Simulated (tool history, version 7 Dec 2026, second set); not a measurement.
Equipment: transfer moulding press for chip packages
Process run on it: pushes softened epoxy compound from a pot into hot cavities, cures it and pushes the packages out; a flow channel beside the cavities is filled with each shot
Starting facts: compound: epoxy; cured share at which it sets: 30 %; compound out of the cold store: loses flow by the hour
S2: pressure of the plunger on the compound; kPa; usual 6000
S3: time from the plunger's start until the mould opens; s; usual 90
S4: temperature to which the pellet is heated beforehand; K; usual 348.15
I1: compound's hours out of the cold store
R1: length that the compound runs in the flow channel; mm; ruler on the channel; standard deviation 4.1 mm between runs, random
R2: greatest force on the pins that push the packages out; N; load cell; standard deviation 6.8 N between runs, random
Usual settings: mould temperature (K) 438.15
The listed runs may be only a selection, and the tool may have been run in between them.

run 1 hour=0 | mould_temperature_(K)=438.15 S2=6000 S3=90 S4=348.15 | I1=41 | R1=477 R2=463
run 2 hour=16.8 | mould_temperature_(K)=438.15 S2=6000 S3=90 S4=348.15 | I1=45.8 | R1=465 R2=480
run 3 hour=42 | mould_temperature_(K)=438.15 S2=6000 S3=90 S4=348.15 | I1=35.5 | R1=489 R2=507
-- hour=45.7 cavities cleaned with cleaning compound and waxed
run 4 hour=81 | mould_temperature_(K)=438.15 S2=5410 S3=90 S4=348.15 | I1=36 | R1=453 R2=426
run 5 hour=101.4 | mould_temperature_(K)=438.15 S2=5410 S3=90 S4=348.15 | I1=39.7 | R1=449 R2=450
run 6 hour=133 | mould_temperature_(K)=438.15 S2=6000 S3=103 S4=348.15 | I1=12.9 | R1=520 R2=447
-- hour=140.7 cavities cleaned with cleaning compound and waxed
run 7 hour=152.1 | mould_temperature_(K)=438.15 S2=6000 S3=103 S4=348.15 | I1=35.9 | R1=476 R2=293
run 8 hour=182.1 | mould_temperature_(K)=438.15 S2=6000 S3=103 S4=348.15 | I1=33.4 | R1=478 R2=388
run 9 hour=213.1 | mould_temperature_(K)=438.15 S2=6000 S3=103 S4=348.15 | I1=43.8 | R1=456 R2=434
-- hour=236.9 cavities cleaned with cleaning compound and waxed
run 10 hour=242.2 | mould_temperature_(K)=438.15 S2=6000 S3=90 S4=348.15 | I1=9.8 | R1=524 R2=337
run 11 hour=278.3 | mould_temperature_(K)=438.15 S2=5060 S3=90 S4=348.15 | I1=31.4 | R1=438 R2=460
run 12 hour=307.7 | mould_temperature_(K)=438.15 S2=5060 S3=90 S4=348.15 | I1=11.3 | R1=478 R2=508
-- hour=330.7 cavities cleaned with cleaning compound and waxed
run 13 hour=330.7 | mould_temperature_(K)=438.15 S2=5370 S3=90 S4=348.15 | I1=25.7 | R1=465 R2=313
-- hour=335.5 mould's thermocouples calibrated
run 14 hour=358.7 | mould_temperature_(K)=438.15 S2=6080 S3=74 S4=348.15 | I1=45.7 | R1=452 R2=594
run 15 hour=391.6 | mould_temperature_(K)=438.15 S2=6080 S3=74 S4=348.15 | I1=28.2 | R1=480 R2=724
-- hour=417.3 plunger's sealing rings changed
-- hour=429.1 cavities cleaned with cleaning compound and waxed
run 16 hour=431.1 | mould_temperature_(K)=438.15 S2=6810 S3=127 S4=348.15 | I1=33 | R1=517 R2=244
run 17 hour=463 | mould_temperature_(K)=438.15 S2=6960 S3=92 S4=348.15 | I1=44.6 | R1=504 R2=427
run 18 hour=483.5 | mould_temperature_(K)=438.15 S2=6960 S3=92 S4=348.15 | I1=33.2 | R1=532 R2=454
run 19 hour=520.7 | mould_temperature_(K)=442.15 S2=6960 S3=87 S4=348.15 | I1=30.1 | R1=526 R2=440
-- hour=525.7 cavities cleaned with cleaning compound and waxed
-- hour=539.1 mould's thermocouples calibrated, once more
run 20 hour=552.8 | mould_temperature_(K)=442.15 S2=6960 S3=87 S4=348.15 | I1=39.4 | R1=502 R2=342
run 21 hour=582.7 | mould_temperature_(K)=442.15 S2=6960 S3=87 S4=348.15 | I1=20.9 | R1=535 R2=397

Alternative continuations, all from the tool just after run 21; predict every row:
run A hour=610.6 | mould_temperature_(K)=438.15 S2=4990 S3=90 S4=348.15 | I1=48 | R1=? R2=?
run B hour=610.6 | mould_temperature_(K)=438.15 S2=5220 S3=95 S4=351.15 | I1=44 | R1=? R2=?
run C hour=610.6 | mould_temperature_(K)=442.15 S2=6960 S3=126 S4=348.15 | I1=40.7 | R1=? R2=?
run D hour=610.6 | mould_temperature_(K)=442.15 S2=4630 S3=87 S4=348.15 | I1=24.9 | R1=? R2=?

run=A R1=408 R2=474
run=B R1=430 R2=438
run=C R1=493 R2=384
run=D R1=430 R2=428
With the hidden condition removed and each run's random variation left untouched, the same runs would have given:
run=A R1=416 R2=279
run=B R1=439 R2=258
run=C R1=504 R2=222
run=D R1=439 R2=252

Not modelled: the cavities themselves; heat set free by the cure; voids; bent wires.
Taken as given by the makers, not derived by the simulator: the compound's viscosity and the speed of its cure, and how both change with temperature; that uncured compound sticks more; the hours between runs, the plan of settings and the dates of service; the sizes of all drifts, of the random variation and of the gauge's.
